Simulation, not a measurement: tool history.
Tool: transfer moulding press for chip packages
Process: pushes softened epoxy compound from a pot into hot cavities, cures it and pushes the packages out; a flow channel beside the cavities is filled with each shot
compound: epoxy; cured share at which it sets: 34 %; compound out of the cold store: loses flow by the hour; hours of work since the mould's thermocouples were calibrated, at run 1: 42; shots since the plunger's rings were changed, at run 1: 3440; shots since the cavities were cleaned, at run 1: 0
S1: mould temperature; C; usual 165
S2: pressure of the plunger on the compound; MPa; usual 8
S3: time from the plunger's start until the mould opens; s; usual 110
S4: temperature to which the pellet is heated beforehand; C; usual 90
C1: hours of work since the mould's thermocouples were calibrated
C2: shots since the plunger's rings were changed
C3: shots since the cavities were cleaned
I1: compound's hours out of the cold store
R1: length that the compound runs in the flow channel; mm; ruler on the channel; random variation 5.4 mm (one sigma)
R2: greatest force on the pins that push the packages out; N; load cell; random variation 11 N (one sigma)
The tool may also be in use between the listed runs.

run	day	S1	S2	S3	S4	C1	C2	C3	I1	R1	R2
1	0	165	8	110	90	42	3440	0	25.2	805	521
2	0.717	165	8	110	90	55	3637	197	17.6	832	693
3	1.754	165	8	110	90	73	3922	482	20.7	818	807
4	2.921	159	8	110	90	93	4244	804	43.6	725	1161
# day 3.346: cavities cleaned with cleaning compound and waxed
5	4.1	159	8	110	90	112	4552	208	39.8	730	974
6	4.854	160	8	110	90	125	4758	414	30.6	768	1033
7	5.558	165	8	110	90	138	4952	608	37.4	719	825
# day 6.654: cavities cleaned with cleaning compound and waxed
# day 6.858: plunger's sealing rings changed
8	7.071	165	8	110	90	161	58	85	18.4	868	597
9	7.862	165	8	110	90	175	276	303	28.7	822	700
10	9.158	165	9.65	110	90	197	633	660	31.5	884	821
11	9.804	165	9.65	110	90	208	811	838	41	815	807
# day 10.108: cavities cleaned with cleaning compound and waxed
12	10.567	165	9.65	110	90	221	1003	126	8.6	1011	637
13	11.85	165	8	110	80	243	1357	480	26.2	814	822
14	12.85	165	8	110	80	260	1632	755	13	888	880
# day 13.425: cavities cleaned with cleaning compound and waxed
15	14.138	165	8	110	80	281	1970	196	19.6	842	654
16	15.058	165	8	110	94	297	2224	450	22.4	827	769
17	15.696	164	6.47	101	94	308	2399	625	43.1	653	940
# day 16.738: cavities cleaned with cleaning compound and waxed
18	16.962	164	6.47	101	94	329	2731	63	17.9	758	673
19	18.317	165	6.24	110	90	353	3104	436	14.2	751	786
20	19.012	165	6.24	110	90	365	3295	627	23.7	709	785
21	19.788	171	6.24	110	90	378	3508	840	15	732	711
# day 20.017: cavities cleaned with cleaning compound and waxed
22	20.767	164	9.07	94	98	394	3761	207	30.8	807	898
23	21.825	165	8.54	110	81	413	4053	499	46	720	791
24	22.621	172	6.33	110	90	426	4272	718	11.5	736	694
25	23.204	172	6.33	110	90	437	4433	879	13.9	731	676
# day 23.342: cavities cleaned with cleaning compound and waxed
26	24.088	165	6.89	110	90	451	4659	206	35.4	665	632
27	24.729	168	9.42	135	82	462	4835	382	13	888	619
28	25.567	168	9.42	135	82	476	5066	613	31.3	793	650
# day 26.338: plunger's sealing rings changed
29	26.338	168	9.42	135	82	488	0	796	44.7	804	673

Forecast each of these 3 alternatives for the next run:
# day 26.808: cavities cleaned with cleaning compound and waxed
A	27.45	165	8	110	83	506	289	177	28.4	?	?
# day 26.808: cavities cleaned with cleaning compound and waxed
B	27.45	173	9.42	137	99	506	289	177	40.6	?	?
# day 26.808: cavities cleaned with cleaning compound and waxed
C	27.45	167	8	110	91	506	289	177	39.8	?	?

run	R1	R2
A	809	629
B	805	494
C	748	578
Without the tool's hidden state the same runs would have given:
run	R1	R2
A	817	508
B	811	379
C	755	460

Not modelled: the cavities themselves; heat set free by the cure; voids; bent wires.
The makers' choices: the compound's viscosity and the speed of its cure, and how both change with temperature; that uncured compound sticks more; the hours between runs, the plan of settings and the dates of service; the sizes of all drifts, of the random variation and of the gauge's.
